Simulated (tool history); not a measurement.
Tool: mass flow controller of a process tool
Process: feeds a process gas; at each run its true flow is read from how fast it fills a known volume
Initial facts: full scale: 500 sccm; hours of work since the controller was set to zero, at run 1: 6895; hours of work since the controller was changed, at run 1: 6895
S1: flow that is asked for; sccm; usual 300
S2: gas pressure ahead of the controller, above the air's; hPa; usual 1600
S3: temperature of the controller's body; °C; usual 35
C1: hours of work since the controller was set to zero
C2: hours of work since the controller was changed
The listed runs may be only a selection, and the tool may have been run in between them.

{"run": 1, "hour": 0.0, "S1": 300, "S2": 1600, "S3": 35, "C1": 6895, "C2": 6895, "true flow (%)": 97.75}
{"run": 2, "hour": 279.6, "S1": 300, "S2": 1600, "S3": 35, "C1": 7049, "C2": 7049, "true flow (%)": 97.63}
{"run": 3, "hour": 601.1, "S1": 300, "S2": 1600, "S3": 35, "C1": 7227, "C2": 7227, "true flow (%)": 97.63}
{"run": 4, "hour": 775.4, "S1": 300, "S2": 1600, "S3": 35, "C1": 7324, "C2": 7324, "true flow (%)": 97.55}
{"run": 5, "hour": 1000.0, "S1": 300, "S2": 1600, "S3": 35, "C1": 7448, "C2": 7448, "true flow (%)": 97.51}
{"hour": 1237.6, "done": "controller's zero set anew"}
{"run": 6, "hour": 1273.8, "S1": 300, "S2": 1600, "S3": 35, "C1": 20, "C2": 7599, "true flow (%)": 98.56}
{"run": 7, "hour": 1681.3, "S1": 300, "S2": 1600, "S3": 35, "C1": 246, "C2": 7825, "true flow (%)": 98.42}
{"run": 8, "hour": 2013.9, "S1": 300, "S2": 1600, "S3": 35, "C1": 430, "C2": 8009, "true flow (%)": 98.31}
{"run": 9, "hour": 2335.3, "S1": 300, "S2": 1600, "S3": 35, "C1": 608, "C2": 8187, "true flow (%)": 98.25}
{"run": 10, "hour": 2654.7, "S1": 300, "S2": 1600, "S3": 35, "C1": 784, "C2": 8364, "true flow (%)": 98.22}
{"run": 11, "hour": 2897.9, "S1": 300, "S2": 1600, "S3": 35, "C1": 919, "C2": 8498, "true flow (%)": 98.28}
{"run": 12, "hour": 3093.3, "S1": 300, "S2": 1600, "S3": 35, "C1": 1027, "C2": 8607, "true flow (%)": 98.25}
{"run": 13, "hour": 3353.1, "S1": 319, "S2": 1770, "S3": 29, "C1": 1171, "C2": 8750, "true flow (%)": 98.01}
{"run": 14, "hour": 3696.4, "S1": 361, "S2": 1930, "S3": 28, "C1": 1361, "C2": 8941, "true flow (%)": 98.31}
{"run": 15, "hour": 3906.9, "S1": 310, "S2": 1600, "S3": 35, "C1": 1478, "C2": 9057, "true flow (%)": 98.06}
{"run": 16, "hour": 4073.8, "S1": 310, "S2": 1600, "S3": 35, "C1": 1570, "C2": 9149, "true flow (%)": 98.01}
{"run": 17, "hour": 4280.8, "S1": 381, "S2": 2160, "S3": 21, "C1": 1685, "C2": 9264, "true flow (%)": 97.92}
{"run": 18, "hour": 4622.7, "S1": 272, "S2": 1650, "S3": 33, "C1": 1874, "C2": 9453, "true flow (%)": 97.7}
{"run": 19, "hour": 4848.1, "S1": 272, "S2": 2410, "S3": 23, "C1": 1999, "C2": 9578, "true flow (%)": 97.64}
{"run": 20, "hour": 5170.5, "S1": 272, "S2": 2410, "S3": 23, "C1": 2177, "C2": 9757, "true flow (%)": 97.53}
{"run": 21, "hour": 5556.7, "S1": 57, "S2": 2160, "S3": 28, "C1": 2391, "C2": 9970, "true flow (%)": 95.2}
{"run": 22, "hour": 5843.5, "S1": 57, "S2": 2160, "S3": 28, "C1": 2550, "C2": 10129, "true flow (%)": 95.09}
{"run": 23, "hour": 6069.9, "S1": 57, "S2": 2160, "S3": 28, "C1": 2675, "C2": 10254, "true flow (%)": 95.03}
{"run": 24, "hour": 6261.7, "S1": 252, "S2": 1870, "S3": 34, "C1": 2781, "C2": 10361, "true flow (%)": 97.57}

Predict each of these 5 candidate next runs independently; none follows another, all start after run 24:
{"run": "A", "hour": 6459.5, "S1": 174, "S2": 1870, "S3": 33, "C1": 2891, "C2": 10470, "true flow (%)": "?"}
{"run": "B", "hour": 6459.5, "S1": 252, "S2": 1870, "S3": 31, "C1": 2891, "C2": 10470, "true flow (%)": "?"}
{"run": "C", "hour": 6459.5, "S1": 294, "S2": 1600, "S3": 31, "C1": 2891, "C2": 10470, "true flow (%)": "?"}
{"run": "D", "hour": 6459.5, "S1": 300, "S2": 1600, "S3": 39, "C1": 2891, "C2": 10470, "true flow (%)": "?"}
{"run": "E", "hour": 6459.5, "S1": 300, "S2": 1620, "S3": 35, "C1": 2891, "C2": 10470, "true flow (%)": "?"}

run=A true_flow_(%)=96.84
run=B true_flow_(%)=97.18
run=C true_flow_(%)=97.58
run=D true_flow_(%)=98.08
run=E true_flow_(%)=97.69
With the hidden condition removed and each run's random variation left untouched, the same runs would have given:
run=A true_flow_(%)=98.72
run=B true_flow_(%)=98.85
run=C true_flow_(%)=99.19
run=D true_flow_(%)=99.68
run=E true_flow_(%)=99.29

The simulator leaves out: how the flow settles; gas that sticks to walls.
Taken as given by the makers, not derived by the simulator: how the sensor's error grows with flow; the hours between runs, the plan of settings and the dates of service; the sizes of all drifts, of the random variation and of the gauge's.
